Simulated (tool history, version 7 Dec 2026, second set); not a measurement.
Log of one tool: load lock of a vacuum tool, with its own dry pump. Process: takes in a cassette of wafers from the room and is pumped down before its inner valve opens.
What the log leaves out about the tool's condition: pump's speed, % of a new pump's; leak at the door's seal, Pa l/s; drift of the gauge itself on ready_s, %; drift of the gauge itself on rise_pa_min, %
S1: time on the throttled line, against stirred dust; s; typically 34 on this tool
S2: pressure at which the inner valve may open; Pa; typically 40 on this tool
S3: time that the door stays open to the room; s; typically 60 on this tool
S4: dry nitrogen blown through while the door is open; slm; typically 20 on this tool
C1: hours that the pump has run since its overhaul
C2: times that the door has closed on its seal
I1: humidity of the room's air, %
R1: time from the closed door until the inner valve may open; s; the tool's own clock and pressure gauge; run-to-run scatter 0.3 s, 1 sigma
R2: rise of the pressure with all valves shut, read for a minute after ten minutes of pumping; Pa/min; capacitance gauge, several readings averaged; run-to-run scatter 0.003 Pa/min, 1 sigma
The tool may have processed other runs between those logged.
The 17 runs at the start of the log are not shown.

Run 18, hour 1145.2: usual settings but S2 63 Pa; C1 10060; C2 3993; I1 44.7. Result: R1 60.9 s, R2 0.038 Pa/min.
Run 19, hour 1200.4: usual settings; C1 10115; C2 4108; I1 43.9. Result: R1 63.3 s, R2 0.033 Pa/min.
Run 20, hour 1290.6: usual settings but S2 55 Pa, S4 35 slm; C1 10206; C2 4295; I1 44.6. Result: R1 61.7 s, R2 0.031 Pa/min.
Run 21, hour 1343.6: usual settings but S2 55 Pa, S4 35 slm; C1 10259; C2 4406; I1 46.5. Result: R1 61.6 s, R2 0.033 Pa/min.
Run 22, hour 1405.8: usual settings but S1 50 s, S2 55 Pa, S4 35 slm; C1 10321; C2 4536; I1 42.3. Result: R1 73.0 s, R2 0.030 Pa/min.
Run 23, hour 1481.5: usual settings but S1 39 s, S3 109 s, S4 17 slm; C1 10396; C2 4693; I1 50.1. Result: R1 66.6 s, R2 0.053 Pa/min.
Run 24, hour 1569.5: usual settings but S2 42 Pa, S4 39 slm; C1 10485; C2 4877; I1 46.0. Result: R1 63.1 s, R2 0.028 Pa/min.
Run 25, hour 1612.5: usual settings but S1 37 s, S2 56 Pa, S3 47 s, S4 9 slm; C1 10528; C2 4966; I1 45.8. Result: R1 64.1 s, R2 0.036 Pa/min.
Run 26, hour 1675.5: usual settings but S1 37 s, S2 56 Pa, S3 47 s, S4 9 slm; C1 10591; C2 5098; I1 43.8. Result: R1 64.5 s, R2 0.041 Pa/min.
Run 27, hour 1713.7: usual settings but S1 42 s, S2 61 Pa, S3 146 s, S4 8 slm; C1 10629; C2 5177; I1 42.5. Result: R1 67.3 s, R2 0.064 Pa/min.
Run 28, hour 1783.2: usual settings but S3 116 s; C1 10698; C2 5322; I1 42.5. Result: R1 63.1 s, R2 0.044 Pa/min.
Run 29, hour 1863.1: usual settings but S1 47 s, S2 29 Pa, S3 116 s; C1 10778; C2 5489; I1 44.4. Result: R1 74.3 s, R2 0.048 Pa/min.
Run 30, hour 1928.9: usual settings but S3 65 s, S4 6 slm; C1 10844; C2 5626; I1 43.1. Result: R1 63.7 s, R2 0.051 Pa/min.
Run 31, hour 2016.2: usual settings but S1 57 s, S2 72 Pa, S3 108 s; C1 10931; C2 5807; I1 45.6. Result: R1 77.9 s, R2 0.051 Pa/min.
Run 32, hour 2087.5: usual settings but S1 57 s, S2 72 Pa, S3 108 s; C1 11003; C2 5956; I1 43.2. Result: R1 77.8 s, R2 0.050 Pa/min.
Run 33, hour 2158.1: usual settings but S1 57 s, S2 73 Pa, S3 108 s; C1 11073; C2 6103; I1 46.0. Result: R1 77.2 s, R2 0.054 Pa/min.
Run 34, hour 2229.3: usual settings but S1 25 s, S2 59 Pa, S3 91 s, S4 14 slm; C1 11144; C2 6252; I1 42.4. Result: R1 54.8 s, R2 0.044 Pa/min.
Run 35, hour 2288.6: usual settings but S1 25 s, S2 59 Pa, S3 91 s, S4 14 slm; C1 11204; C2 6375; I1 45.6. Result: R1 54.7 s, R2 0.050 Pa/min.
Run 36, hour 2329.1: usual settings but S2 62 Pa, S3 30 s; C1 11244; C2 6459; I1 47.3. Result: R1 61.8 s, R2 0.032 Pa/min.
Run 37, hour 2419.7: usual settings but S1 44 s, S2 29 Pa, S4 5 slm; C1 11335; C2 6648; I1 43.0. Result: R1 72.6 s, R2 0.052 Pa/min.

Forecast each of these 4 alternatives for the next run:
Run A, hour 2491.8: usual settings but S1 44 s, S2 29 Pa, S4 7 slm; C1 11407; C2 6799; I1 47.0. Result: R1 ?, R2 ?.
Run B, hour 2491.8: usual settings but S1 57 s, S2 74 Pa, S4 13 slm; C1 11407; C2 6799; I1 46.2. Result: R1 ?, R2 ?.
Run C, hour 2491.8: usual settings but S2 69 Pa, S4 18 slm; C1 11407; C2 6799; I1 48.4. Result: R1 ?, R2 ?.
Run D, hour 2491.8: usual settings but S1 44 s, S2 29 Pa, S4 6 slm; C1 11407; C2 6799; I1 48.0. Result: R1 ?, R2 ?.

run    R1     R2
  A  72.0  0.057
  B  77.8  0.043
  C  60.8  0.041
  D  72.5  0.047
Without the tool's hidden state the same runs would have given:
run    R1     R2
  A  67.4  0.049
  B  74.3  0.034
  C  56.4  0.033
  D  67.9  0.039
